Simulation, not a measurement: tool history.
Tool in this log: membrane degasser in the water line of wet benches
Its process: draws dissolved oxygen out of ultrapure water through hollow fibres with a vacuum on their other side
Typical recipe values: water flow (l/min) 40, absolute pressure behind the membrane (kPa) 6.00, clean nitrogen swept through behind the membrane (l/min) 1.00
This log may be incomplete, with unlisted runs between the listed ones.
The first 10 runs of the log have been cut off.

run     day  water flow (l/min)  absolute pressure behind the membrane (kPa)  clean nitrogen swept through behind the membrane (l/min)  dissolved oxygen in the water behind the degasser (ppb)  pressure that the water loses in the fibres (kPa)
 11  18.625                  40                                         6.00                                                      2.80                                                    123.4                                              61.96
 12  20.742                  40                                         6.00                                                      1.00                                                    255.5                                              61.76
 13  22.046                  40                                         4.68                                                      1.00                                                    150.2                                              61.93
 14  24.350                  40                                         6.00                                                      1.18                                                    226.8                                              61.61
 15  26.425                  40                                        12.19                                                      1.00                                                    698.8                                              61.63
 16  28.767                  40                                        12.19                                                      1.00                                                    696.2                                              61.38
 17  30.446                  48                                         6.00                                                      0.83                                                    352.5                                              73.51
 18  32.438                  48                                         6.00                                                      0.83                                                    353.8                                              73.34
 19  34.204                  40                                        10.83                                                      1.31                                                    497.3                                              61.79
 20  36.233                  34                                         4.46                                                      0.51                                                    164.4                                              52.07
 21  37.942                  40                                         6.00                                                      2.10                                                    151.9                                              60.93
 22  39.662                  33                                         6.00                                                      1.05                                                    191.9                                              50.64
 23  41.458                  33                                         6.00                                                      1.05                                                    194.7                                              50.47
 24  43.183                  39                                         5.95                                                      2.20                                                    140.2                                              59.54
     44.179  -- gauge calibrated
 25  44.254                  49                                        14.28                                                      1.00                                                   1012.1                                              76.72
 26  45.492                  26                                        11.71                                                      0.42                                                    877.8                                              40.87
 27  47.754                  26                                        11.18                                                      0.42                                                    832.8                                              40.49
 28  48.838                  26                                        11.18                                                      0.42                                                    829.1                                              40.28
 29  50.288                  26                                        11.18                                                      0.42                                                    828.3                                              40.46
 30  52.504                  40                                         6.00                                                      0.67                                                    325.9                                              61.92
 31  54.762                  40                                         6.00                                                      0.67                                                    331.1                                              62.04
 32  56.167                  40                                         6.00                                                      0.67                                                    326.1                                              62.17

What if the next run were any one of these 3? Each begins from the tool's condition after run 32:
  A  57.558                  40                                         6.00                                                      2.96                                                        ?                                                  ?
  B  57.558                  53                                         6.00                                                      0.62                                                        ?                                                  ?
  C  57.558                  40                                        12.15                                                      2.23                                                        ?                                                  ?

run  dissolved oxygen in the water behind the degasser (ppb)  pressure that the water loses in the fibres (kPa)
  A                                                    121.1                                              62.41
  B                                                    470.3                                              82.76
  C                                                    383.4                                              62.46
Had the tool no hidden state, the same runs would have come out as:
run  dissolved oxygen in the water behind the degasser (ppb)  pressure that the water loses in the fibres (kPa)
  A                                                    121.1                                              62.95
  B                                                    470.3                                              83.47
  C                                                    383.3                                              63.00

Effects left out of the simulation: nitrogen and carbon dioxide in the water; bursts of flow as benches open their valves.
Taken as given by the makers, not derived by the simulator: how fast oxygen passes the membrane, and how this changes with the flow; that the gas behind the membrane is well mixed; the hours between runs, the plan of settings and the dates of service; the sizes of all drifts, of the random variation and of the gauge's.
